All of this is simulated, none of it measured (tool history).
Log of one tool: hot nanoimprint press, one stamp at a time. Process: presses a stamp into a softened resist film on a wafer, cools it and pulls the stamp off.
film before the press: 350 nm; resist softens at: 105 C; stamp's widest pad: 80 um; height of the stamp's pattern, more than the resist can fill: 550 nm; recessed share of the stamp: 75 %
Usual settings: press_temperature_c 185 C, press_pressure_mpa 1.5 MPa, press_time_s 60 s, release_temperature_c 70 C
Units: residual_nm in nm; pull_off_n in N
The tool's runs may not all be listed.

{"run": 1, "hour": 0.0, "press_temperature_c": 185, "press_pressure_mpa": 1.5, "press_time_s": 60, "release_temperature_c": 70, "residual_nm": 170.7, "pull_off_n": 235}
{"hour": 30.8, "done": "stamp cleaned and given a new release coat"}
{"run": 2, "hour": 48.6, "press_temperature_c": 185, "press_pressure_mpa": 1.5, "press_time_s": 60, "release_temperature_c": 70, "residual_nm": 172.3, "pull_off_n": 253}
{"run": 3, "hour": 69.2, "press_temperature_c": 185, "press_pressure_mpa": 1.5, "press_time_s": 60, "release_temperature_c": 70, "residual_nm": 170.5, "pull_off_n": 240}
{"run": 4, "hour": 109.1, "press_temperature_c": 185, "press_pressure_mpa": 1.5, "press_time_s": 60, "release_temperature_c": 77, "residual_nm": 171.2, "pull_off_n": 193}
{"run": 5, "hour": 129.0, "press_temperature_c": 185, "press_pressure_mpa": 1.5, "press_time_s": 60, "release_temperature_c": 77, "residual_nm": 173.1, "pull_off_n": 197}
{"run": 6, "hour": 167.4, "press_temperature_c": 185, "press_pressure_mpa": 1.5, "press_time_s": 60, "release_temperature_c": 77, "residual_nm": 172.4, "pull_off_n": 196}
{"run": 7, "hour": 215.4, "press_temperature_c": 185, "press_pressure_mpa": 1.5, "press_time_s": 60, "release_temperature_c": 77, "residual_nm": 171.4, "pull_off_n": 195}
{"run": 8, "hour": 238.3, "press_temperature_c": 185, "press_pressure_mpa": 1.5, "press_time_s": 59, "release_temperature_c": 77, "residual_nm": 172, "pull_off_n": 197}
{"run": 9, "hour": 263.7, "press_temperature_c": 185, "press_pressure_mpa": 1.5, "press_time_s": 59, "release_temperature_c": 77, "residual_nm": 173.8, "pull_off_n": 204}
{"run": 10, "hour": 298.6, "press_temperature_c": 185, "press_pressure_mpa": 1.5, "press_time_s": 60, "release_temperature_c": 70, "residual_nm": 170.5, "pull_off_n": 242}
{"hour": 311.3, "done": "stamp cleaned and given a new release coat"}
{"run": 11, "hour": 325.7, "press_temperature_c": 185, "press_pressure_mpa": 1.5, "press_time_s": 60, "release_temperature_c": 64, "residual_nm": 172, "pull_off_n": 276}
{"hour": 344.1, "done": "plate thermocouple calibrated"}
{"run": 12, "hour": 365.7, "press_temperature_c": 185, "press_pressure_mpa": 1.5, "press_time_s": 60, "release_temperature_c": 70, "residual_nm": 171.1, "pull_off_n": 240}
{"run": 13, "hour": 389.2, "press_temperature_c": 192, "press_pressure_mpa": 0.98, "press_time_s": 100, "release_temperature_c": 72, "residual_nm": 140.7, "pull_off_n": 222}
{"run": 14, "hour": 425.0, "press_temperature_c": 192, "press_pressure_mpa": 0.98, "press_time_s": 100, "release_temperature_c": 72, "residual_nm": 141, "pull_off_n": 228}
{"run": 15, "hour": 463.5, "press_temperature_c": 192, "press_pressure_mpa": 0.98, "press_time_s": 100, "release_temperature_c": 72, "residual_nm": 141.3, "pull_off_n": 240}
{"run": 16, "hour": 498.7, "press_temperature_c": 192, "press_pressure_mpa": 0.98, "press_time_s": 100, "release_temperature_c": 63, "residual_nm": 141.1, "pull_off_n": 285}
{"run": 17, "hour": 532.4, "press_temperature_c": 185, "press_pressure_mpa": 1.5, "press_time_s": 60, "release_temperature_c": 67, "residual_nm": 170.3, "pull_off_n": 253}
{"run": 18, "hour": 575.7, "press_temperature_c": 178, "press_pressure_mpa": 1.85, "press_time_s": 60, "release_temperature_c": 62, "residual_nm": 187.3, "pull_off_n": 292}
{"hour": 596.1, "done": "stamp cleaned and given a new release coat"}
{"run": 19, "hour": 626.5, "press_temperature_c": 192, "press_pressure_mpa": 1.85, "press_time_s": 112, "release_temperature_c": 62, "residual_nm": 100.6, "pull_off_n": 291}
{"run": 20, "hour": 661.6, "press_temperature_c": 192, "press_pressure_mpa": 1.85, "press_time_s": 112, "release_temperature_c": 62, "residual_nm": 101.2, "pull_off_n": 295}
{"run": 21, "hour": 704.1, "press_temperature_c": 185, "press_pressure_mpa": 1.73, "press_time_s": 30, "release_temperature_c": 70, "residual_nm": 209.3, "pull_off_n": 242}
{"run": 22, "hour": 738.9, "press_temperature_c": 185, "press_pressure_mpa": 1.19, "press_time_s": 31, "release_temperature_c": 63, "residual_nm": 230.9, "pull_off_n": 287}
{"run": 23, "hour": 767.2, "press_temperature_c": 185, "press_pressure_mpa": 1.19, "press_time_s": 31, "release_temperature_c": 68, "residual_nm": 231.2, "pull_off_n": 246}

Run 24 comes next. What will it give?
{"run": 24, "hour": 791.4, "press_temperature_c": 185, "press_pressure_mpa": 1.19, "press_time_s": 31, "release_temperature_c": 68, "residual_nm": "?", "pull_off_n": "?"}

{"run 24": {"residual_nm": 229.6, "pull_off_n": 257}}
Without the tool's hidden state the same run would have given residual_nm 228.9 nm, pull_off_n 253 N.

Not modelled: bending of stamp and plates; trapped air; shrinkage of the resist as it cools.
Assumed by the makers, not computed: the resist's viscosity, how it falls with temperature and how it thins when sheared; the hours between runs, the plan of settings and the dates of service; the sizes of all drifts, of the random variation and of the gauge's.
